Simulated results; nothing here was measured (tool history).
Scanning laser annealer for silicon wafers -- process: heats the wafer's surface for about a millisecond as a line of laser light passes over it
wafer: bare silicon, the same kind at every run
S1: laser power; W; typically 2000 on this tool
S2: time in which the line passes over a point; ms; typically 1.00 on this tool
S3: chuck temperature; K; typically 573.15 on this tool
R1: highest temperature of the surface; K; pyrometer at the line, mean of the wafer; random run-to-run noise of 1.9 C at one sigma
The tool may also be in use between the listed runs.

Run 1, day 0.000: usual settings. Result: R1 1389.15 K.
Run 2, day 1.558: usual settings. Result: R1 1386.15 K.
Run 3, day 3.079: usual settings. Result: R1 1383.15 K.
Run 4, day 5.621: usual settings. Result: R1 1377.15 K.
Run 5, day 8.488: usual settings. Result: R1 1382.15 K.
Run 6, day 10.271: usual settings but S1 2127 W. Result: R1 1433.15 K.
Run 7, day 12.471: usual settings but S1 2127 W. Result: R1 1430.15 K.
Run 8, day 15.062: usual settings but S1 2127 W, S3 556.15 K. Result: R1 1411.15 K.
Run 9, day 16.829: usual settings but S1 2127 W, S3 556.15 K. Result: R1 1406.15 K.
Run 10, day 19.788: usual settings but S1 2127 W, S3 556.15 K. Result: R1 1406.15 K.
Run 11, day 21.221: usual settings. Result: R1 1368.15 K.
At day 21.733: window over the wafer cleaned.
Run 12, day 23.700: usual settings. Result: R1 1363.15 K.
Run 13, day 25.171: usual settings. Result: R1 1362.15 K.
Run 14, day 26.871: usual settings but S1 1963 W. Result: R1 1341.15 K.
Run 15, day 29.346: usual settings but S1 1963 W. Result: R1 1341.15 K.
Run 16, day 31.775: usual settings but S2 0.78 ms. Result: R1 1265.15 K.
Run 17, day 33.558: usual settings but S2 0.78 ms. Result: R1 1266.15 K.
Run 18, day 35.504: usual settings but S2 0.78 ms. Result: R1 1266.15 K.
Run 19, day 38.296: usual settings but S1 1851 W. Result: R1 1284.15 K.
At day 39.850: window over the wafer cleaned, once more.
Run 20, day 39.850: usual settings but S1 1851 W. Result: R1 1330.15 K.
Run 21, day 42.292: usual settings but S1 1851 W. Result: R1 1327.15 K.
Run 22, day 43.842: usual settings but S1 1851 W. Result: R1 1324.15 K.
Run 23, day 46.104: usual settings but S1 1785 W. Result: R1 1293.15 K.
Run 24, day 49.088: usual settings but S1 1785 W, S3 566.15 K. Result: R1 1282.15 K.
At day 49.746: optics aligned, line set to its width.
Run 25, day 51.967: usual settings but S1 1888 W, S2 1.16 ms, S3 557.15 K. Result: R1 1385.15 K.
Run 26, day 54.450: usual settings but S1 1888 W, S2 1.16 ms, S3 557.15 K. Result: R1 1386.15 K.
Run 27, day 56.996: usual settings but S2 0.94 ms, S3 563.15 K. Result: R1 1359.15 K.
Run 28, day 60.179: usual settings but S1 1808 W, S2 0.87 ms, S3 569.15 K. Result: R1 1253.15 K.
Run 29, day 62.946: usual settings but S1 1808 W, S2 0.87 ms, S3 569.15 K. Result: R1 1246.15 K.
Run 30, day 65.742: usual settings but S1 2098 W, S2 1.01 ms, S3 610.15 K. Result: R1 1467.15 K.
Run 31, day 67.746: usual settings but S1 2098 W, S2 1.01 ms, S3 610.15 K. Result: R1 1467.15 K.
Run 32, day 69.775: usual settings but S1 1822 W, S2 1.01 ms, S3 610.15 K. Result: R1 1342.15 K.
Run 33, day 71.212: usual settings but S1 1822 W, S2 1.01 ms, S3 610.15 K. Result: R1 1344.15 K.
Run 34, day 73.425: usual settings but S1 1822 W, S2 1.01 ms, S3 610.15 K. Result: R1 1339.15 K.
Run 35, day 76.079: usual settings but S1 1926 W, S2 1.01 ms, S3 610.15 K. Result: R1 1381.15 K.
Run 36, day 78.833: usual settings but S1 1926 W, S2 1.01 ms, S3 610.15 K. Result: R1 1380.15 K.
At day 79.579: window over the wafer cleaned.
Run 37, day 82.050: usual settings but S1 1926 W, S2 1.01 ms, S3 610.15 K. Result: R1 1404.15 K.
Run 38, day 84.383: usual settings but S1 1926 W, S2 1.01 ms, S3 610.15 K. Result: R1 1403.15 K.
Run 39, day 87.354: usual settings but S1 2111 W, S2 0.89 ms, S3 581.15 K. Result: R1 1401.15 K.
Run 40, day 90.188: usual settings but S1 1831 W, S2 1.24 ms, S3 565.15 K. Result: R1 1389.15 K.

A few steps of R1 between consecutive runs. Split each: what settings, incoming material and random variation would produce without the hidden state, and what is left over for the hidden state, along with gauge scatter present in only one of the two compared results (measured, and without hidden state):
Hidden state present: light that passes the window, % of a clean one's; laser's true power over the reading, %; width of the line over the set one, %; drift of the gauge itself on peak_c, C.
Run 19 -> 20: window over the wafer cleaned, once more. R1 +46.00 K: hidden state +41.00, all else +5.00.
Run 27 -> 28: S1 2000 -> 1808, S2 0.94 -> 0.87, S3 563.15 -> 569.15. R1 -106.00 K: hidden state +0.00, all else -106.00.
Run 29 -> 30: S1 1808 -> 2098, S2 0.87 -> 1.01, S3 569.15 -> 610.15. R1 +221.00 K: hidden state -8.00, all else +229.00.
Run 31 -> 32: S1 2098 -> 1822. R1 -125.00 K: hidden state +4.00, all else -129.00.
Run 36 -> 37: window over the wafer cleaned. R1 +24.00 K: hidden state +25.00, all else -1.00.

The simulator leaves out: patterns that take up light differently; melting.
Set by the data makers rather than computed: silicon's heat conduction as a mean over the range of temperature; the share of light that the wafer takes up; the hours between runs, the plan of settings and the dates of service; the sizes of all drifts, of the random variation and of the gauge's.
